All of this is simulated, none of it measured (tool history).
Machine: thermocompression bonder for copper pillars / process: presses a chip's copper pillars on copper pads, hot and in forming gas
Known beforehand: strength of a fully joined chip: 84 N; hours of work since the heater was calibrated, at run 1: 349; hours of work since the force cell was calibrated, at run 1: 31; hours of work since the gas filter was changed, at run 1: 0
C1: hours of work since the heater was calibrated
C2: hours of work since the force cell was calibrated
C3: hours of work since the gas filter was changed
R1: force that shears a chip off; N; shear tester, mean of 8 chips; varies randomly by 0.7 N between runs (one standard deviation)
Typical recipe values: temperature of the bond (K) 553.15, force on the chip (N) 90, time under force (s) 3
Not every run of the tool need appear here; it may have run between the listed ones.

{"run": 1, "hour": 0.0, "temperature of the bond (K)": 553.15, "force on the chip (N)": 90, "time under force (s)": 3, "C1": 349, "C2": 31, "C3": 0, "R1": 47.8}
{"run": 2, "hour": 59.5, "temperature of the bond (K)": 553.15, "force on the chip (N)": 90, "time under force (s)": 3, "C1": 390, "C2": 72, "C3": 41, "R1": 46.5}
{"run": 3, "hour": 91.3, "temperature of the bond (K)": 553.15, "force on the chip (N)": 90, "time under force (s)": 3, "C1": 412, "C2": 93, "C3": 62, "R1": 46.6}
{"run": 4, "hour": 120.0, "temperature of the bond (K)": 553.15, "force on the chip (N)": 90, "time under force (s)": 3, "C1": 431, "C2": 113, "C3": 82, "R1": 46.3}
{"run": 5, "hour": 150.6, "temperature of the bond (K)": 553.15, "force on the chip (N)": 90, "time under force (s)": 3, "C1": 452, "C2": 134, "C3": 103, "R1": 46.8}
{"run": 6, "hour": 217.0, "temperature of the bond (K)": 553.15, "force on the chip (N)": 90, "time under force (s)": 3, "C1": 498, "C2": 179, "C3": 148, "R1": 44.7}
{"run": 7, "hour": 252.1, "temperature of the bond (K)": 553.15, "force on the chip (N)": 90, "time under force (s)": 3, "C1": 522, "C2": 203, "C3": 172, "R1": 44.4}
{"run": 8, "hour": 319.2, "temperature of the bond (K)": 553.15, "force on the chip (N)": 90, "time under force (s)": 3, "C1": 568, "C2": 249, "C3": 218, "R1": 44.4}
{"run": 9, "hour": 357.8, "temperature of the bond (K)": 553.15, "force on the chip (N)": 90, "time under force (s)": 5, "C1": 594, "C2": 276, "C3": 245, "R1": 51.9}
{"run": 10, "hour": 388.6, "temperature of the bond (K)": 534.15, "force on the chip (N)": 90, "time under force (s)": 3, "C1": 615, "C2": 297, "C3": 266, "R1": 36.1}
{"hour": 440.4, "done": "heater calibrated with a thermocouple chip"}
{"run": 11, "hour": 458.4, "temperature of the bond (K)": 550.15, "force on the chip (N)": 71, "time under force (s)": 8, "C1": 12, "C2": 343, "C3": 312, "R1": 52.8}
{"run": 12, "hour": 525.7, "temperature of the bond (K)": 550.15, "force on the chip (N)": 71, "time under force (s)": 8, "C1": 58, "C2": 389, "C3": 358, "R1": 53.0}
{"run": 13, "hour": 579.1, "temperature of the bond (K)": 550.15, "force on the chip (N)": 71, "time under force (s)": 8, "C1": 95, "C2": 426, "C3": 395, "R1": 52.5}
{"run": 14, "hour": 626.3, "temperature of the bond (K)": 543.15, "force on the chip (N)": 71, "time under force (s)": 7, "C1": 127, "C2": 458, "C3": 427, "R1": 48.8}
{"hour": 655.2, "done": "forming gas filter changed"}
{"run": 15, "hour": 686.8, "temperature of the bond (K)": 527.15, "force on the chip (N)": 65, "time under force (s)": 3, "C1": 168, "C2": 499, "C3": 22, "R1": 31.8}
{"run": 16, "hour": 728.0, "temperature of the bond (K)": 559.15, "force on the chip (N)": 90, "time under force (s)": 2, "C1": 196, "C2": 527, "C3": 50, "R1": 43.2}
{"run": 17, "hour": 764.3, "temperature of the bond (K)": 573.15, "force on the chip (N)": 85, "time under force (s)": 3, "C1": 221, "C2": 552, "C3": 75, "R1": 53.5}

Alternative continuations, all from the tool just after run 17; predict every row:
{"run": "A", "hour": 799.7, "temperature of the bond (K)": 573.15, "force on the chip (N)": 60, "time under force (s)": 3, "C1": 245, "C2": 576, "C3": 99, "R1": "?"}
{"run": "B", "hour": 799.7, "temperature of the bond (K)": 576.15, "force on the chip (N)": 90, "time under force (s)": 2, "C1": 245, "C2": 576, "C3": 99, "R1": "?"}
{"run": "C", "hour": 799.7, "temperature of the bond (K)": 524.15, "force on the chip (N)": 125, "time under force (s)": 3, "C1": 245, "C2": 576, "C3": 99, "R1": "?"}
{"run": "D", "hour": 799.7, "temperature of the bond (K)": 553.15, "force on the chip (N)": 64, "time under force (s)": 5, "C1": 245, "C2": 576, "C3": 99, "R1": "?"}
{"run": "E", "hour": 799.7, "temperature of the bond (K)": 548.15, "force on the chip (N)": 90, "time under force (s)": 3, "C1": 245, "C2": 576, "C3": 99, "R1": "?"}

run=A R1=45.7
run=B R1=48.9
run=C R1=39.8
run=D R1=48.8
run=E R1=44.3
The same runs, with their run-to-run variation unchanged, on a tool lacking any hidden condition would have given:
run=A R1=48.5
run=B R1=51.8
run=C R1=42.6
run=D R1=51.8
run=E R1=47.1

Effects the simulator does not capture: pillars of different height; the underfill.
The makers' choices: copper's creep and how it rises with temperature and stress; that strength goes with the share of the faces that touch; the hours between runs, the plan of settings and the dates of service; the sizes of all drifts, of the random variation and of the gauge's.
